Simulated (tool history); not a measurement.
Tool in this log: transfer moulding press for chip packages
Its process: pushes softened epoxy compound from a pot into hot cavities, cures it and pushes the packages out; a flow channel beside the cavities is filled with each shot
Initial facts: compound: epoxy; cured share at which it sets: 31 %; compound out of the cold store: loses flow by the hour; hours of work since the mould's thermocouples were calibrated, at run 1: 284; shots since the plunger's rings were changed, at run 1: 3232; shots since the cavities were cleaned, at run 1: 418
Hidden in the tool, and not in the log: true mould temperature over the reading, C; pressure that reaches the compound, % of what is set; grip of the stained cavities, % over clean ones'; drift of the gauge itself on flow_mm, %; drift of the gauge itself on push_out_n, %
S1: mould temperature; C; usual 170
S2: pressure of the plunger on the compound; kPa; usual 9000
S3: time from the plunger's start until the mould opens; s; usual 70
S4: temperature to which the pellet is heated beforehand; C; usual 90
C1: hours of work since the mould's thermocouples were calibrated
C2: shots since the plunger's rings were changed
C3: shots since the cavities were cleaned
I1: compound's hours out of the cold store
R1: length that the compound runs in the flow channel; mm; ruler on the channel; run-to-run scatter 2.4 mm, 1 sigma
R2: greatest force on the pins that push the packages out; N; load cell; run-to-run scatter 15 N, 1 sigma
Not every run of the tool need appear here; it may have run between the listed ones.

| run | hour | S1 | S2 | S3 | S4 | C1 | C2 | C3 | I1 | R1 | R2 |
|---|---|---|---|---|---|---|---|---|---|---|---|
| 1 | 0 | 170 | 9000 | 70 | 90 | 284 | 3232 | 418 | 37.5 | 517 | 1008 |
| 2 | 5.8 | 170 | 9000 | 70 | 90 | 288 | 3317 | 503 | 24 | 550 | 1181 |
| 3 | 16.3 | 170 | 9000 | 70 | 90 | 294 | 3468 | 654 | 35.9 | 520 | 1186 |
|  | 19.8 | cavities cleaned with cleaning compound and waxed |
| 4 | 23 | 170 | 10390 | 70 | 90 | 298 | 3544 | 46 | 34.6 | 560 | 1442 |
|  | 26.4 | plunger's sealing rings changed |
| 5 | 34.6 | 170 | 10390 | 70 | 90 | 304 | 120 | 179 | 26.6 | 617 | 1464 |
| 6 | 44.9 | 170 | 10390 | 70 | 90 | 310 | 269 | 328 | 43.5 | 577 | 1365 |
| 7 | 51.4 | 163 | 10390 | 70 | 90 | 314 | 364 | 423 | 47.9 | 572 | 2118 |
| 8 | 62.3 | 163 | 10390 | 69 | 90 | 321 | 522 | 581 | 40.2 | 588 | 2287 |
| 9 | 67.7 | 163 | 10390 | 69 | 90 | 325 | 600 | 659 | 44.1 | 579 | 2156 |
|  | 70.4 | cavities cleaned with cleaning compound and waxed |
|  | 77.5 | cavities cleaned with cleaning compound and waxed, once more |
| 10 | 81.2 | 163 | 10390 | 69 | 90 | 332 | 753 | 54 | 9.3 | 660 | 1504 |
| 11 | 88.3 | 170 | 9000 | 70 | 90 | 336 | 855 | 156 | 16.4 | 587 | 952 |
| 12 | 94.3 | 170 | 10980 | 70 | 90 | 340 | 943 | 244 | 46.3 | 575 | 904 |
| 13 | 99 | 170 | 10980 | 70 | 90 | 343 | 1011 | 312 | 29 | 617 | 1067 |
| 14 | 104.8 | 170 | 9000 | 70 | 87 | 347 | 1096 | 397 | 41.9 | 531 | 1043 |
| 15 | 115.7 | 170 | 9000 | 70 | 87 | 354 | 1253 | 554 | 17.9 | 582 | 1229 |
|  | 125.5 | cavities cleaned with cleaning compound and waxed |
| 16 | 126.6 | 169 | 8690 | 51 | 90 | 360 | 1391 | 16 | 44 | 517 | 1694 |
| 17 | 132.3 | 170 | 9690 | 94 | 92 | 364 | 1473 | 98 | 24.4 | 591 | 517 |
| 18 | 140.3 | 171 | 9040 | 77 | 98 | 369 | 1589 | 214 | 24 | 560 | 729 |
| 19 | 145.7 | 170 | 10810 | 70 | 93 | 372 | 1668 | 293 | 15.2 | 645 | 1063 |
| 20 | 153.4 | 170 | 9000 | 70 | 85 | 377 | 1779 | 404 | 43.9 | 518 | 1126 |
| 21 | 164.1 | 170 | 9000 | 70 | 85 | 384 | 1935 | 560 | 44.3 | 514 | 1173 |
|  | 174 | cavities cleaned with cleaning compound and waxed |
| 22 | 175.4 | 170 | 9000 | 74 | 85 | 391 | 2077 | 20 | 17.6 | 574 | 696 |
| 23 | 183.4 | 170 | 9000 | 74 | 85 | 396 | 2193 | 136 | 41.4 | 521 | 755 |
| 24 | 193.8 | 173 | 10200 | 96 | 96 | 403 | 2345 | 288 | 30.1 | 577 | 606 |
| 25 | 203.3 | 173 | 10200 | 52 | 96 | 409 | 2483 | 426 | 43.9 | 543 | 1870 |
| 26 | 213.5 | 173 | 9940 | 55 | 96 | 415 | 2631 | 574 | 14.4 | 604 | 1926 |
|  | 222.7 | cavities cleaned with cleaning compound and waxed |
| 27 | 222.7 | 173 | 7700 | 59 | 98 | 420 | 2742 | 0 | 45.7 | 464 | 878 |
| 28 | 230.6 | 172 | 7700 | 59 | 91 | 425 | 2857 | 115 | 31.6 | 496 | 1238 |
| 29 | 241.1 | 172 | 7700 | 59 | 91 | 432 | 3010 | 268 | 42.9 | 471 | 1382 |

3 options for the next run, each taken on its own from the tool as it stands now. Forecast them:
| A | 250.2 | 170 | 9000 | 81 | 87 | 438 | 3142 | 400 | 33.5 | ? | ? |
| B | 250.2 | 173 | 7700 | 99 | 91 | 438 | 3142 | 400 | 10.3 | ? | ? |
| C | 250.2 | 171 | 9000 | 70 | 90 | 438 | 3142 | 400 | 34.4 | ? | ? |

| run | R1 | R2 |
|---|---|---|
| A | 529 | 815 |
| B | 538 | 672 |
| C | 523 | 1048 |
Stripped of hidden state, with their random variation kept, the same runs would have yielded:
| run | R1 | R2 |
|---|---|---|
| A | 558 | 529 |
| B | 567 | 447 |
| C | 552 | 671 |
